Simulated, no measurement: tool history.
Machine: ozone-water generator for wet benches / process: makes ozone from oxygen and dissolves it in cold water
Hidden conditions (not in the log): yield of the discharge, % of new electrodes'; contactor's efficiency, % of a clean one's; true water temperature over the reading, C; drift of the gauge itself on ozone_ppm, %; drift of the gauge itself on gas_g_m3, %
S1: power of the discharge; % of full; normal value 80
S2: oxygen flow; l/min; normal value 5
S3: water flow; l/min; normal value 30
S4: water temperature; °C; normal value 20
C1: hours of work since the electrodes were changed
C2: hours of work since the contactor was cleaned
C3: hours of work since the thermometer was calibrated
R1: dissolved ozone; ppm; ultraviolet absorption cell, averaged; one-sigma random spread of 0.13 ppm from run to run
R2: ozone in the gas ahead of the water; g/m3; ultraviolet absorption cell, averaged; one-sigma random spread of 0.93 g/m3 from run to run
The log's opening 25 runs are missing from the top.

{"run": 26, "hour": 612.8, "S1": 67, "S2": 3.74, "S3": 28, "S4": 15, "C1": 923, "C2": 1172, "C3": 2576, "R1": 12.3, "R2": 165.8}
{"run": 27, "hour": 642.7, "S1": 67, "S2": 3.74, "S3": 28, "S4": 15, "C1": 944, "C2": 1193, "C3": 2596, "R1": 12.5, "R2": 164.6}
{"run": 28, "hour": 663.6, "S1": 80, "S2": 5, "S3": 21, "S4": 20, "C1": 958, "C2": 1207, "C3": 2610, "R1": 17.5, "R2": 160.3}
{"run": 29, "hour": 687.3, "S1": 80, "S2": 5, "S3": 21, "S4": 20, "C1": 974, "C2": 1223, "C3": 2626, "R1": 17.9, "R2": 159.1}
{"run": 30, "hour": 701.1, "S1": 40, "S2": 7.68, "S3": 25, "S4": 18, "C1": 983, "C2": 1232, "C3": 2636, "R1": 9.1, "R2": 70.9}
{"run": 31, "hour": 724.4, "S1": 40, "S2": 7.68, "S3": 25, "S4": 18, "C1": 999, "C2": 1248, "C3": 2651, "R1": 8.9, "R2": 71.4}
{"run": 32, "hour": 743.9, "S1": 40, "S2": 3.36, "S3": 25, "S4": 26, "C1": 1012, "C2": 1261, "C3": 2665, "R1": 8, "R2": 114.2}
{"run": 33, "hour": 766.2, "S1": 55, "S2": 8.33, "S3": 39, "S4": 12, "C1": 1028, "C2": 1277, "C3": 2680, "R1": 9, "R2": 89.1}
{"run": 34, "hour": 792.6, "S1": 55, "S2": 8.33, "S3": 39, "S4": 12, "C1": 1046, "C2": 1295, "C3": 2698, "R1": 9, "R2": 88.9}

Branching from run 34: 3 alternative next runs. What would each branch give?
{"run": "A", "hour": 810.5, "S1": 66, "S2": 8.33, "S3": 18, "S4": 12, "C1": 1058, "C2": 1307, "C3": 2710, "R1": "?", "R2": "?"}
{"run": "B", "hour": 810.5, "S1": 55, "S2": 8.33, "S3": 35, "S4": 24, "C1": 1058, "C2": 1307, "C3": 2710, "R1": "?", "R2": "?"}
{"run": "C", "hour": 810.5, "S1": 96, "S2": 8.33, "S3": 36, "S4": 12, "C1": 1058, "C2": 1307, "C3": 2710, "R1": "?", "R2": "?"}

run=A R1=18.2 R2=103.3
run=B R1=8.7 R2=90.2
run=C R1=15.5 R2=142.3
The same runs, with their run-to-run variation unchanged, on a tool lacking any hidden condition would have given:
run=A R1=18.2 R2=100.4
run=B R1=8.7 R2=87.7
run=C R1=15.5 R2=138.3
